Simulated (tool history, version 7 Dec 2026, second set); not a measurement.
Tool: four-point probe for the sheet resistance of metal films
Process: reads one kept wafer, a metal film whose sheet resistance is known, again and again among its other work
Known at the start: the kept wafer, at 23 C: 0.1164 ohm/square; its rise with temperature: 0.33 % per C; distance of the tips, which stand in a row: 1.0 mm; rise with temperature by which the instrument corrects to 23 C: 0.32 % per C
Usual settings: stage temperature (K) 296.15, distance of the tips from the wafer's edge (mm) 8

| run | hour | stage temperature (K) | distance of the tips from the wafer's edge (mm) | sheet resistance as the instrument gives it (ohm/square) |
|---|---|---|---|---|
| 1 | 0.0 | 296.15 | 8 | 0.118008 |
| 2 | 31.1 | 296.15 | 8 | 0.118036 |
| 3 | 62.7 | 296.15 | 8 | 0.117962 |
| 4 | 100.3 | 296.15 | 8 | 0.117980 |
| 5 | 158.3 | 296.15 | 8 | 0.118001 |
| 6 | 207.6 | 295.15 | 8 | 0.118012 |
| 7 | 264.8 | 296.15 | 8 | 0.117927 |
| 8 | 291.2 | 296.15 | 8 | 0.117945 |
| 9 | 348.9 | 296.15 | 8 | 0.117929 |
| 10 | 408.0 | 296.15 | 8 | 0.117911 |
| 11 | 446.1 | 296.15 | 8 | 0.117874 |
| 12 | 503.1 | 296.15 | 8 | 0.117949 |
| 13 | 539.0 | 293.15 | 4 | 0.120709 |
|  | 545.0 | stage's thermometer calibrated |
| 14 | 577.0 | 305.15 | 10 | 0.117609 |
| 15 | 633.3 | 307.15 | 34 | 0.117017 |
| 16 | 686.1 | 307.15 | 34 | 0.117016 |
| 17 | 741.7 | 307.15 | 34 | 0.117011 |
|  | 757.5 | stage's thermometer calibrated, once more |
| 18 | 788.8 | 307.15 | 34 | 0.117228 |
| 19 | 830.3 | 297.15 | 3 | 0.123651 |
| 20 | 877.4 | 297.15 | 3 | 0.123622 |
| 21 | 937.4 | 297.15 | 3 | 0.123623 |
| 22 | 997.4 | 301.15 | 46 | 0.117122 |
| 23 | 1055.7 | 305.15 | 30 | 0.117120 |

Some steps in sheet resistance as the instrument gives it (ohm/square) between neighbouring runs. How much of each would the tool show without its hidden state too (settings, what came in, random variation), and how much is left for the hidden state, with any gauge scatter that isn't in both results?
The hidden state here: inner tips' distance over the nominal, %; tips' flats over new ones', %; wafer's true temperature over the reading, C; drift of the gauge itself on sheet_ohm, %.
Run 17 -> 18: stage's thermometer calibrated, once more. sheet resistance as the instrument gives it (ohm/square) +0.000217: hidden state +0.000194, all else +0.000023.
Run 18 -> 19: stage temperature (K) 307.15 -> 297.15, distance of the tips from the wafer's edge (mm) 34 -> 3. sheet resistance as the instrument gives it (ohm/square) +0.006423: hidden state +0.000025, all else +0.006398.
Run 21 -> 22: stage temperature (K) 297.15 -> 301.15, distance of the tips from the wafer's edge (mm) 3 -> 46. sheet resistance as the instrument gives it (ohm/square) -0.006501: hidden state -0.000045, all else -0.006456.
